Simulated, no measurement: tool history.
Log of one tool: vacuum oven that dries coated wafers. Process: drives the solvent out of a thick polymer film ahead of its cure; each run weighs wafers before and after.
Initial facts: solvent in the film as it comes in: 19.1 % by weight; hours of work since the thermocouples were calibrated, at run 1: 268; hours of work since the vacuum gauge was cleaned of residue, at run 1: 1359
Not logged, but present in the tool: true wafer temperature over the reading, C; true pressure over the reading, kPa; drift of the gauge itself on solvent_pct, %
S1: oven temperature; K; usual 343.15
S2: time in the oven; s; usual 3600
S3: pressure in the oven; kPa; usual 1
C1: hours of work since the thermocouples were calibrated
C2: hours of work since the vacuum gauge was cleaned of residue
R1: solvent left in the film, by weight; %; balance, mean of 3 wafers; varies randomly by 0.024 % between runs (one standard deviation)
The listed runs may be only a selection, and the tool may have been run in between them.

| run | hour | S1 | S2 | S3 | C1 | C2 | R1 |
|---|---|---|---|---|---|---|---|
| 1 | 0 | 343.15 | 3600 | 1 | 268 | 1359 | 3.62 |
| 2 | 45.6 | 355.15 | 3600 | 1 | 296 | 1387 | 0.67 |
| 3 | 94.8 | 355.15 | 3600 | 1 | 326 | 1417 | 0.65 |
| 4 | 140 | 355.15 | 3600 | 1 | 354 | 1444 | 0.64 |
| 5 | 176.3 | 343.15 | 3600 | 1.56 | 376 | 1466 | 3.66 |
| 6 | 213.7 | 343.15 | 3600 | 1.56 | 399 | 1489 | 3.7 |
| 7 | 273 | 343.15 | 2040 | 1.56 | 435 | 1526 | 6.77 |
| 8 | 314.2 | 343.15 | 3600 | 1 | 460 | 1551 | 3.56 |
| 9 | 372.4 | 343.15 | 3600 | 1 | 496 | 1586 | 3.6 |
| 10 | 420.6 | 343.15 | 3600 | 1.47 | 525 | 1616 | 3.61 |
| 11 | 453.6 | 343.15 | 3600 | 1 | 546 | 1636 | 3.59 |
| 12 | 483.4 | 343.15 | 3600 | 1 | 564 | 1654 | 3.57 |
| 13 | 541.2 | 343.15 | 4260 | 1 | 599 | 1690 | 2.75 |
| 14 | 595 | 343.15 | 4260 | 1 | 632 | 1722 | 2.69 |
| 15 | 622.4 | 343.15 | 4260 | 1 | 649 | 1739 | 2.71 |
| 16 | 664.5 | 343.15 | 4260 | 1 | 675 | 1765 | 2.77 |
| 17 | 690.1 | 343.15 | 4260 | 1 | 690 | 1781 | 2.74 |
| 18 | 743.5 | 343.15 | 3600 | 0.95 | 723 | 1813 | 3.56 |
| 19 | 771.9 | 343.15 | 3600 | 0.95 | 740 | 1830 | 3.51 |
| 20 | 802.3 | 343.15 | 3600 | 0.95 | 759 | 1849 | 3.51 |
| 21 | 852.4 | 350.15 | 3600 | 1 | 789 | 1880 | 1.43 |
| 22 | 912.3 | 357.15 | 3600 | 1 | 826 | 1916 | 0.49 |
| 23 | 942.8 | 343.15 | 3600 | 1 | 845 | 1935 | 3.49 |
| 24 | 977.1 | 343.15 | 3600 | 1 | 866 | 1956 | 3.5 |
| 25 | 1025.1 | 343.15 | 3600 | 1 | 895 | 1985 | 3.44 |
| 26 | 1070.2 | 343.15 | 3600 | 0.69 | 922 | 2013 | 3.44 |
| 27 | 1104.9 | 343.15 | 3600 | 0.69 | 944 | 2034 | 3.42 |
| 28 | 1142.4 | 343.15 | 3600 | 0.69 | 967 | 2057 | 3.4 |
| 29 | 1187.3 | 343.15 | 3600 | 0.69 | 994 | 2084 | 3.43 |
| 30 | 1232.7 | 343.15 | 3600 | 0.69 | 1022 | 2112 | 3.41 |
| 31 | 1281.6 | 335.15 | 5220 | 3.53 | 1052 | 2142 | 5.04 |
| 32 | 1315.9 | 350.15 | 1920 | 1.76 | 1073 | 2163 | 4.25 |
| 33 | 1371.3 | 343.15 | 1920 | 1.56 | 1107 | 2197 | 6.91 |
| 34 | 1409.8 | 343.15 | 4800 | 2.92 | 1130 | 2220 | 2.49 |
| 35 | 1445.1 | 345.15 | 2580 | 0.91 | 1152 | 2242 | 4.38 |
| 36 | 1492.2 | 356.15 | 5400 | 0.72 | 1180 | 2271 | 0.2 |
| 37 | 1535.1 | 336.15 | 2880 | 3.53 | 1207 | 2297 | 7.78 |
| 38 | 1581.1 | 350.15 | 3360 | 1.08 | 1235 | 2325 | 1.64 |
| 39 | 1625.9 | 350.15 | 2340 | 1.5 | 1262 | 2353 | 3.19 |
|  | 1648.5 | oven's thermocouples calibrated |
| 40 | 1671.4 | 350.15 | 3780 | 0.72 | 14 | 2379 | 1.48 |
| 41 | 1728.2 | 350.15 | 3780 | 0.72 | 49 | 2414 | 1.5 |
| 42 | 1755.4 | 356.15 | 6180 | 1 | 65 | 2430 | 0.25 |
| 43 | 1797.9 | 353.15 | 3480 | 1 | 91 | 2456 | 1.16 |
| 44 | 1835.3 | 341.15 | 3660 | 0.52 | 114 | 2479 | 4.44 |
| 45 | 1880.9 | 332.15 | 2400 | 0.52 | 142 | 2507 | 10.11 |
| 46 | 1913.6 | 331.15 | 2640 | 2.38 | 162 | 2527 | 10.41 |

How the hidden state differs across the entries between the runs, from the last listed run before each to the first after it:
After run 39, before run 40: oven's thermocouples calibrated (hour 1648.5)
  true wafer temperature over the reading, C: 1.27 -> 0.03; true pressure over the reading, kPa: 0.712 -> 0.72
  difference, measured minus the result without the unlogged condition, R1: -0.35 -> +0.09 %
